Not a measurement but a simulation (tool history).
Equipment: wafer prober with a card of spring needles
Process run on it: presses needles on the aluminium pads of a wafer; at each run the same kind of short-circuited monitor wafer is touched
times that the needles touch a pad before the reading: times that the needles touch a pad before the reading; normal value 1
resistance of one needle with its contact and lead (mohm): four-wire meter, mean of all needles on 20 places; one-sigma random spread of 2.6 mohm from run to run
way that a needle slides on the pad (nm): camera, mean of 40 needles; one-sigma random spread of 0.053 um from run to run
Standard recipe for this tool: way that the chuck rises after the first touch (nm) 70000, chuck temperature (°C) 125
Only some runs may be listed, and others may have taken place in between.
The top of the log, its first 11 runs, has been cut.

| run | hour | way that the chuck rises after the first touch (nm) | chuck temperature (°C) | times that the needles touch a pad before the reading | resistance of one needle with its contact and lead (mohm) | way that a needle slides on the pad (nm) |
|---|---|---|---|---|---|---|
| 12 | 166.8 | 70000 | 125 | 1 | 377 | 14990 |
| 13 | 180.9 | 78000 | 125 | 1 | 363 | 16740 |
|  | 185.2 | tips cleaned on abrasive film |
| 14 | 197.2 | 70000 | 125 | 2 | 338 | 15030 |
| 15 | 205.9 | 70000 | 125 | 1 | 365 | 15070 |
| 16 | 217.3 | 70000 | 125 | 1 | 374 | 15020 |
|  | 231.8 | tips cleaned on abrasive film |
| 17 | 231.8 | 70000 | 124 | 1 | 304 | 15060 |
| 18 | 241.6 | 70000 | 58 | 2 | 316 | 15030 |
| 19 | 259.9 | 70000 | 58 | 2 | 327 | 15040 |
| 20 | 276.6 | 70000 | 58 | 2 | 334 | 15030 |
|  | 278.6 | tips cleaned on abrasive film |
| 21 | 291.6 | 79000 | 45 | 3 | 296 | 17030 |
| 22 | 312.4 | 79000 | 45 | 3 | 302 | 17030 |
|  | 314.5 | height of the first contact set anew |
| 23 | 322.6 | 79000 | 45 | 3 | 299 | 16860 |
|  | 326 | tips cleaned on abrasive film |
| 24 | 336.5 | 59000 | 68 | 3 | 314 | 12480 |
| 25 | 348.3 | 79000 | 30 | 3 | 295 | 16790 |
| 26 | 360.3 | 60000 | 125 | 1 | 403 | 12830 |
|  | 372.6 | tips cleaned on abrasive film |
| 27 | 376.8 | 74000 | 27 | 1 | 304 | 15730 |
|  | 390.5 | height of the first contact set anew, once more |
| 28 | 397.1 | 74000 | 27 | 1 | 346 | 16100 |
| 29 | 414.8 | 87000 | 125 | 1 | 349 | 18780 |
|  | 419.5 | tips cleaned on abrasive film |
| 30 | 429.7 | 70000 | 44 | 1 | 335 | 15180 |
| 31 | 446.4 | 70000 | 44 | 1 | 355 | 15170 |
|  | 465.6 | tips cleaned on abrasive film |
| 32 | 466.2 | 70000 | 44 | 1 | 286 | 15280 |
| 33 | 477.2 | 70000 | 26 | 2 | 308 | 15270 |
| 34 | 492.8 | 75000 | 125 | 2 | 332 | 16200 |

4 ways to go on from here, each from the tool as it stands after run 34. What would each give?
| A | 503.7 | 89000 | 125 | 1 | ? | ? |
| B | 503.7 | 74000 | 50 | 2 | ? | ? |
| C | 503.7 | 75000 | 125 | 2 | ? | ? |
| D | 503.7 | 50000 | 36 | 3 | ? | ? |

| run | resistance of one needle with its contact and lead (mohm) | way that a needle slides on the pad (nm) |
|---|---|---|
| A | 346 | 19330 |
| B | 328 | 16080 |
| C | 339 | 16340 |
| D | 339 | 10890 |
With no hidden state in the tool, these same runs would have given:
| run | resistance of one needle with its contact and lead (mohm) | way that a needle slides on the pad (nm) |
|---|---|---|
| A | 292 | 19380 |
| B | 278 | 16120 |
| C | 296 | 16380 |
| D | 280 | 10930 |
